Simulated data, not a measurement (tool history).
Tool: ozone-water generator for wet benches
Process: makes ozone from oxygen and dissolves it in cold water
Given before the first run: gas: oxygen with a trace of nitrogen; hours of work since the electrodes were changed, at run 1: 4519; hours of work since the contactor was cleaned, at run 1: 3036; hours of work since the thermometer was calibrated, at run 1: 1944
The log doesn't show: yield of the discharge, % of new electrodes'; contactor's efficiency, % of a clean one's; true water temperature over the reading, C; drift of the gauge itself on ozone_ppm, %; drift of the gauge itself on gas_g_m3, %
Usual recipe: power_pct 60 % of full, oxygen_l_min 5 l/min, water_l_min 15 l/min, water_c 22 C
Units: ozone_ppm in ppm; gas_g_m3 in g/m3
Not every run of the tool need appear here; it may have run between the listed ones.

run,day,power_pct,oxygen_l_min,water_l_min,water_c,hours of work since the electrodes were changed,hours of work since the contactor was cleaned,hours of work since the thermometer was calibrated,ozone_ppm,gas_g_m3
1,0,60,5,15,22,4519,3036,1944,27.3,259.5
2,4.571,60,5,15,22,4628,3144,2052,27.2,257.1
3,6.642,60,5,11,22,4677,3193,2102,32.9,256.7
4,11.317,60,5,11,22,4788,3305,2213,33.4,256.9
5,13.942,60,5,11,22,4850,3367,2275,33.2,256.3
6,18.475,60,5,11,22,4958,3475,2383,33,256.2
7,21.396,60,5,15,25,5027,3544,2452,25.9,256.9
8,24.183,60,5,15,25,5094,3610,2518,26,254.9
9,26.596,60,5,15,25,5151,3668,2576,25.9,254.8
10,29.692,60,5,15,25,5225,3741,2649,25.7,256.2
11,33.688,60,4.23,15,22,5320,3836,2744,26.9,273.4
12,36.842,60,8.54,15,22,5394,3911,2819,26.3,198.8
13,40.454,60,8.54,15,22,5480,3997,2905,26.4,198.5
14,43.733,60,8.54,15,22,5558,4075,2983,26.5,195.8
15,46.546,60,8.54,15,22,5625,4142,3050,26,197.4
16,49.738,60,8.54,15,22,5701,4218,3126,26.9,198.6
17,52.458,60,5,15,24,5766,4282,3190,25.9,252.6
18,54.508,59,4.73,15,28,5814,4331,3239,24.4,255.6
19,57.529,59,4.73,15,28,5886,4403,3311,24.1,254.7
20,61.375,49,4.73,16,18,5977,4494,3402,25.2,233.7
# day 65.183: gauge calibrated
21,65.262,95,7.84,16,18,6070,4587,3495,34.5,264.9
22,69.592,66,5,10,22,6173,4689,3598,36.6,270.6
23,72.121,45,4.75,15,22,6233,4750,3658,23.5,229.9
# day 73.262: water thermometer calibrated
24,76.067,100,4.75,15,28,6326,4843,67,31.7,338.7
25,80.55,88,4.75,15,30,6433,4949,173,28.8,316
26,84.296,60,5,15,21,6522,5038,262,27.6,256.3
27,88.767,60,5,15,21,6628,5145,368,27.7,253.6
28,91.088,89,4.76,16,15,6683,5200,424,35.2,318.6
29,93.867,44,4.73,15,22,6749,5266,490,23.4,223.2
30,98.271,44,4.73,15,22,6854,5370,594,23.3,224.1
31,101.121,44,4.73,15,22,6922,5438,662,23.1,224.3
32,104.604,44,4.73,15,22,7004,5521,745,23.3,220.6

Alternative continuations, all from the tool just after run 32; predict every row:
A,107.854,46,4.73,11,20,7082,5598,822,?,?
B,107.854,60,5.64,13,16,7082,5598,822,?,?
C,107.854,44,4.35,12,22,7082,5598,822,?,?
D,107.854,44,4.73,15,16,7082,5598,822,?,?

run,ozone_ppm,gas_g_m3
A,30.1,225.8
B,33.3,238.5
C,27.1,230
D,25.5,222.2
Had the tool no hidden state, the same runs would have come out as:
run,ozone_ppm,gas_g_m3
A,30.1,230.2
B,33.3,243.2
C,27.2,234.5
D,25.6,226.5

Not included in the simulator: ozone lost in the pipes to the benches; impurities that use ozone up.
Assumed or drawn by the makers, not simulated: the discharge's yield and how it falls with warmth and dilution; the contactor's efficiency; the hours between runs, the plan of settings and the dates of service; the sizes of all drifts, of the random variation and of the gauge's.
